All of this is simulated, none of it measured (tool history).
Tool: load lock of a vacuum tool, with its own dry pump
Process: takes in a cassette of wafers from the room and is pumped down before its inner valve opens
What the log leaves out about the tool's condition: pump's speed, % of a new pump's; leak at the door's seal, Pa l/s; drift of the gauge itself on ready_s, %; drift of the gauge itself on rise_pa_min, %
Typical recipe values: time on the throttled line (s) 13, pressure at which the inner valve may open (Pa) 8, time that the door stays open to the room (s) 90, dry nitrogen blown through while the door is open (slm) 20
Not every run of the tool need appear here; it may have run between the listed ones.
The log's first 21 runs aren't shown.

run	hour	time on the throttled line (s)	pressure at which the inner valve may open (Pa)	time that the door stays open to the room (s)	dry nitrogen blown through while the door is open (slm)	hours that the pump has run since its overhaul	times that the door has closed on its seal	incoming humidity of the room's air, %	time from the closed door until the inner valve may open (s)	rise of the pressure with all valves shut (Pa/min)
22	2259.1	6	9	95	7	2479	20203	44	22.5	0.117
23	2361.8	13	8	90	5	2582	20674	40.5	28	0.111
24	2486.8	6	8	30	5	2707	21246	47.1	22.7	0.09
25	2628.7	12	10	90	12	2849	21896	45.5	27.2	0.116
26	2767.9	22	7	201	10	2988	22533	47.1	35.8	0.167
27	2843.9	6	8	204	20	3064	22882	46	22.9	0.146
28	2961.5	26	9	79	15	3182	23420	47.4	38.1	0.119
29	3092.8	26	9	79	15	3313	24021	45.1	38.1	0.116
30	3194.7	9	15	205	16	3415	24488	47.5	24	0.159
31	3316.3	13	8	184	7	3537	25045	46.2	28.3	0.175
32	3476.7	13	8	39	20	3697	25780	46.1	28.4	0.096
33	3561.1	18	8	39	10	3781	26166	44.3	32.6	0.1
34	3678.4	18	8	39	10	3899	26703	46.1	32.7	0.115
35	3809.4	18	8	37	5	4030	27303	46.8	32.2	0.114
36	3875.5	11	11	41	17	4096	27606	44.4	26.1	0.104
37	3995.8	11	11	41	17	4216	28157	43.1	26.5	0.11
38	4155.1	13	11	212	16	4375	28886	43.9	28.1	0.173

Consider 3 possible next runs. They are alternatives, not a sequence: every one starts from the tool as it was left by run 38. What does each give?
A	4229.6	13	8	90	7	4450	29227	43.4	?	?
B	4229.6	8	11	212	16	4450	29227	45.8	?	?
C	4229.6	24	8	212	16	4450	29227	42.1	?	?

run	time from the closed door until the inner valve may open (s)	rise of the pressure with all valves shut (Pa/min)
A	28.6	0.135
B	24	0.18
C	37.2	0.17
Had the tool no hidden state, the same runs would have come out as:
run	time from the closed door until the inner valve may open (s)	rise of the pressure with all valves shut (Pa/min)
A	27.5	0.065
B	22.8	0.108
C	36.3	0.099
